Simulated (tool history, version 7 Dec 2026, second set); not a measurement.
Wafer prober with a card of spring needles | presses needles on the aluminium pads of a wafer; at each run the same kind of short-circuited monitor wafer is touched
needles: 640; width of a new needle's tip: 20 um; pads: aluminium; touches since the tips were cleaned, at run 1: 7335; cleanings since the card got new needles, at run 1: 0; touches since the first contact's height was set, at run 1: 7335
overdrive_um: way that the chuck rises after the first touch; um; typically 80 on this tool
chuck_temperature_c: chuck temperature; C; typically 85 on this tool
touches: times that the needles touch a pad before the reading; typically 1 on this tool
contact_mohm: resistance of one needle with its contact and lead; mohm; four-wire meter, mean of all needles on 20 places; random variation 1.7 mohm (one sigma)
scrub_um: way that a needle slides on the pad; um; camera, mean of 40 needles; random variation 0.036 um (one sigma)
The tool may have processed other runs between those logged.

run	hour	overdrive_um	chuck_temperature_c	touches	touches since the tips were cleaned	cleanings since the card got new needles	touches since the first contact's height was set	contact_mohm	scrub_um
1	0.0	80	85	1	7335	0	7335	224	12.56
# hour 3.8: tips cleaned on abrasive film
2	8.5	80	85	2	1662	1	10314	190	12.47
3	20.2	80	74	1	5798	1	14450	219	12.51
# hour 28.4: tips cleaned on abrasive film
4	30.0	80	74	1	574	2	17868	183	12.54
5	43.7	80	85	1	5424	2	22718	220	12.50
# hour 53.3: tips cleaned on abrasive film
6	58.9	80	85	1	1968	3	28033	203	12.49
7	73.9	80	85	1	7293	3	33358	218	12.47
# hour 78.2: tips cleaned on abrasive film
8	81.7	80	90	1	1245	4	36070	198	12.47
9	96.3	80	90	1	6415	4	41240	226	12.49
# hour 103.1: tips cleaned on abrasive film
10	106.5	80	90	1	1196	5	44783	196	12.48
11	120.8	97	85	1	6261	5	49848	203	15.19
# hour 128.6: tips cleaned on abrasive film
12	135.2	87	85	1	2335	6	54887	202	13.53
13	142.8	62	85	1	5043	6	57595	253	9.62
# hour 153.7: tips cleaned on abrasive film
14	159.4	63	85	1	2021	7	63429	227	9.79
15	172.1	63	85	1	6509	7	67917	249	9.76
# hour 179.2: tips cleaned on abrasive film
16	183.4	63	85	1	1461	8	71852	216	9.74
17	192.2	87	85	1	4586	8	74977	211	13.56
18	203.0	70	40	2	8408	8	78799	206	10.90
# hour 204.5: tips cleaned on abrasive film
19	216.0	70	32	2	4058	9	83341	202	10.94
20	223.9	64	89	1	6856	9	86139	252	9.92
# hour 229.6: tips cleaned on abrasive film
21	237.0	83	120	2	2608	10	90740	195	12.84
22	245.2	92	116	1	5505	10	93637	216	14.29
# hour 254.7: tips cleaned on abrasive film
23	256.4	92	27	1	614	11	97559	177	14.34
24	269.5	82	27	2	5248	11	102193	189	12.78
# hour 279.9: tips cleaned on abrasive film
25	282.8	61	57	1	1025	12	106860	202	9.38
26	296.5	61	57	1	5874	12	111709	255	9.46
# hour 304.6: tips cleaned on abrasive film
27	313.2	73	57	1	3038	13	117563	218	11.34
28	327.9	73	57	1	8213	13	122738	237	11.33
# hour 329.2: tips cleaned on abrasive film
29	338.8	73	57	1	3417	14	126582	220	11.30
30	353.2	73	57	1	8506	14	131671	235	11.32
# hour 354.2: tips cleaned on abrasive film
31	363.5	80	32	1	3283	15	135252	205	12.44
32	376.2	80	110	1	7795	15	139764	227	12.39
# hour 379.3: tips cleaned on abrasive film
33	386.6	66	36	1	2577	16	143392	218	10.18
34	395.1	80	102	1	5586	16	146401	227	12.30

Consider 3 possible next runs. They are alternatives, not a sequence: every one starts from the tool as it was left by run 34. What does each give?
# hour 404.1: tips cleaned on abrasive film
A	412.0	96	61	1	2812	17	152342	?	?
# hour 404.1: tips cleaned on abrasive film
B	412.0	80	102	3	2812	17	152342	?	?
# hour 404.1: tips cleaned on abrasive film
C	412.0	87	41	3	2812	17	152342	?	?

run	contact_mohm	scrub_um
A	194	14.82
B	195	12.34
C	177	13.44
Without the tool's unlogged condition, the same runs would have read:
run	contact_mohm	scrub_um
A	167	15.01
B	182	12.53
C	165	13.63

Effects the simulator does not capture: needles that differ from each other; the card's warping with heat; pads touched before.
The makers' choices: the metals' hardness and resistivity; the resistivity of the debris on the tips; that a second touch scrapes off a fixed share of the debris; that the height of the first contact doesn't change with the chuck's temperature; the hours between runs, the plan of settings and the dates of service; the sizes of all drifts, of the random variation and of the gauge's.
